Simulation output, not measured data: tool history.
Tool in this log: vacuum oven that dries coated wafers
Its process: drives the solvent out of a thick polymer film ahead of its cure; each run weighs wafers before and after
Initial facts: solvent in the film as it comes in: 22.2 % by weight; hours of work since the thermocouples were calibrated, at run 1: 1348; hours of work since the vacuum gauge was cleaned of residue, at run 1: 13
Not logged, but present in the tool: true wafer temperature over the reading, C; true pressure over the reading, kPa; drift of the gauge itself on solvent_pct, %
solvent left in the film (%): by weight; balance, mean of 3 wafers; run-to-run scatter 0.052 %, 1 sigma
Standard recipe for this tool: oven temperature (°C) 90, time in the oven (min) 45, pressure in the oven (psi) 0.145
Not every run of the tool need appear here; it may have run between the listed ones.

run	hour	oven temperature (°C)	time in the oven (min)	pressure in the oven (psi)	hours of work since the thermocouples were calibrated	hours of work since the vacuum gauge was cleaned of residue	solvent left in the film (%)
1	0.0	90	45	0.145	1348	13	1.58
2	8.1	90	45	0.145	1354	18	1.48
3	19.1	90	45	0.145	1362	26	1.66
4	38.0	90	34	0.145	1375	39	2.49
5	50.2	90	34	0.145	1384	48	2.48
6	61.6	90	34	0.145	1392	56	2.43
# hour 70.9: oven's thermocouples calibrated
7	74.5	90	34	0.145	3	64	2.59
8	82.7	90	34	0.145	8	69	2.73
9	99.7	90	45	0.196	20	81	1.95
10	114.5	90	45	0.196	31	92	1.95
11	128.2	90	45	0.145	40	101	1.69
12	136.9	90	45	0.145	46	107	1.77
13	145.2	80	45	0.145	52	113	3.62
# hour 149.2: oven's thermocouples calibrated, once more
14	163.5	90	45	0.145	10	125	1.43
15	176.5	90	45	0.145	19	134	1.48
16	192.7	90	45	0.145	31	145	1.45
17	210.0	102	45	0.145	43	157	0.62
18	223.3	102	45	0.145	52	167	0.63
19	235.0	102	45	0.145	60	175	0.63
20	252.2	90	45	0.145	72	187	1.61
21	263.0	90	45	0.145	80	195	1.48
22	279.7	90	45	0.145	92	206	1.50
23	288.3	78	45	0.145	98	212	3.61
24	299.2	101	45	0.145	105	220	0.69
25	316.0	104	39	0.161	117	232	0.69
26	324.9	102	45	0.145	123	238	0.71
27	343.0	89	45	0.248	136	251	2.21
28	356.7	97	69	0.138	146	261	0.58
29	372.8	82	40	0.315	157	272	4.32
30	388.5	82	40	0.315	168	283	4.45
31	406.3	82	40	0.315	181	295	4.48
32	424.4	90	52	0.345	193	308	2.27
33	436.1	91	54	0.145	202	316	1.11
34	446.6	91	54	0.145	209	324	1.17
35	456.0	91	54	0.145	216	330	1.15
36	466.5	91	80	0.328	223	338	1.81
37	480.2	98	45	0.160	233	347	1.00
38	493.3	103	33	0.091	242	356	0.89
39	513.1	82	66	0.165	256	370	1.82
40	530.8	90	23	0.145	268	383	4.30
41	544.1	90	23	0.112	277	392	4.13
42	563.2	90	23	0.112	291	406	4.09
43	572.0	90	23	0.112	297	412	4.16
44	585.7	92	23	0.290	307	421	4.38
45	605.0	98	23	0.096	320	435	2.30
46	621.6	90	47	0.096	332	447	1.25
47	633.4	90	47	0.096	340	455	1.30

Branching from run 47: 4 alternative next runs. What would each branch give?
A	647.2	90	58	0.487	350	465	?
B	647.2	90	29	0.145	350	465	?
C	647.2	90	45	0.133	350	465	?
D	647.2	92	47	0.106	350	465	?

run	solvent left in the film (%)
A	2.87
B	3.11
C	1.51
D	1.20
The same runs, with their run-to-run variation unchanged, on a tool lacking any hidden condition would have given:
run	solvent left in the film (%)
A	2.66
B	2.90
C	1.31
D	1.02
